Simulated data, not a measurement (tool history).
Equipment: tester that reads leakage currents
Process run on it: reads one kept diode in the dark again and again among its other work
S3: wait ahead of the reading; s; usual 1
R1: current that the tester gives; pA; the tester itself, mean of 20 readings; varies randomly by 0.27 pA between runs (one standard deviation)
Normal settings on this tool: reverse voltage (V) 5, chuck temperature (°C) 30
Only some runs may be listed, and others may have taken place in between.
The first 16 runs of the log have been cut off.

At hour 1032: chuck's temperature calibrated.
Run 17, hour 1032: usual settings but S3 6.9 s. Result: R1 85.85 pA.
Run 18, hour 1082.8: usual settings. Result: R1 87.86 pA.
Run 19, hour 1165: usual settings. Result: R1 87.85 pA.
Run 20, hour 1210.9: usual settings but reverse voltage (V) 3.82. Result: R1 79.9 pA.
Run 21, hour 1291.7: usual settings but reverse voltage (V) 18.63, S3 7.83 s. Result: R1 131.88 pA.
Run 22, hour 1369.9: usual settings but reverse voltage (V) 18.63, S3 7.83 s. Result: R1 131.35 pA.
Run 23, hour 1432.3: usual settings but reverse voltage (V) 18.63, S3 7.83 s. Result: R1 131.85 pA.
Run 24, hour 1524.5: usual settings but reverse voltage (V) 10.7, S3 9.57 s. Result: R1 110.01 pA.
Run 25, hour 1594.5: usual settings but reverse voltage (V) 10.7, S3 9.57 s. Result: R1 109.95 pA.
Run 26, hour 1634.5: usual settings but reverse voltage (V) 18.45, chuck temperature (°C) 51, S3 7.17 s. Result: R1 550.54 pA.
Run 27, hour 1699.5: usual settings but chuck temperature (°C) 20, S3 9.49 s. Result: R1 40.51 pA.
Run 28, hour 1741.1: usual settings but reverse voltage (V) 2.36, S3 0.6 s. Result: R1 68.56 pA.
Run 29, hour 1829: usual settings but reverse voltage (V) 2.36, S3 0.6 s. Result: R1 68.77 pA.
Run 30, hour 1898.5: usual settings but reverse voltage (V) 9.87, chuck temperature (°C) 40, S3 5.11 s. Result: R1 217.28 pA.
Run 31, hour 1954.5: usual settings. Result: R1 87.53 pA.
Run 32, hour 1998.1: usual settings but reverse voltage (V) 10.04, chuck temperature (°C) 24, S3 0.43 s. Result: R1 76.34 pA.
Run 33, hour 2052.9: usual settings but reverse voltage (V) 10.04, chuck temperature (°C) 24, S3 0.43 s. Result: R1 76.77 pA.
Run 34, hour 2102.9: usual settings but reverse voltage (V) 10.96, chuck temperature (°C) 36, S3 2.74 s. Result: R1 171.27 pA.
Run 35, hour 2178.1: usual settings but reverse voltage (V) 14.24, S3 0.71 s. Result: R1 127.46 pA.
Run 36, hour 2246.4: usual settings but S3 0.38 s. Result: R1 90.29 pA.
Run 37, hour 2324.1: usual settings but reverse voltage (V) 11.87, S3 0.41 s. Result: R1 123.61 pA.
Run 38, hour 2394.2: usual settings but reverse voltage (V) 6.11, S3 0.81 s. Result: R1 93.87 pA.
Run 39, hour 2459.9: usual settings but reverse voltage (V) 6.11, S3 0.81 s. Result: R1 94.09 pA.

Below are 5 alternative next runs, each starting from the tool's condition after run 39. Predict each:
Run A, hour 2524.7: usual settings but reverse voltage (V) 3.15, S3 2.08 s. Result: R1 ?.
Run B, hour 2524.7: usual settings but reverse voltage (V) 3.29, S3 1.08 s. Result: R1 ?.
Run C, hour 2524.7: usual settings but reverse voltage (V) 3.07, chuck temperature (°C) 54, S3 6.04 s. Result: R1 ?.
Run D, hour 2524.7: usual settings but reverse voltage (V) 2.92, S3 1.43 s. Result: R1 ?.
Run E, hour 2524.7: usual settings but reverse voltage (V) 2, S3 0.81 s. Result: R1 ?.

run      R1
  A   74.85
  B   75.72
  C  376.84
  D   72.58
  E    64.9
With the hidden condition removed and each run's random variation left untouched, the same runs would have given:
run      R1
  A   74.82
  B   75.69
  C  376.75
  D   72.54
  E   64.87

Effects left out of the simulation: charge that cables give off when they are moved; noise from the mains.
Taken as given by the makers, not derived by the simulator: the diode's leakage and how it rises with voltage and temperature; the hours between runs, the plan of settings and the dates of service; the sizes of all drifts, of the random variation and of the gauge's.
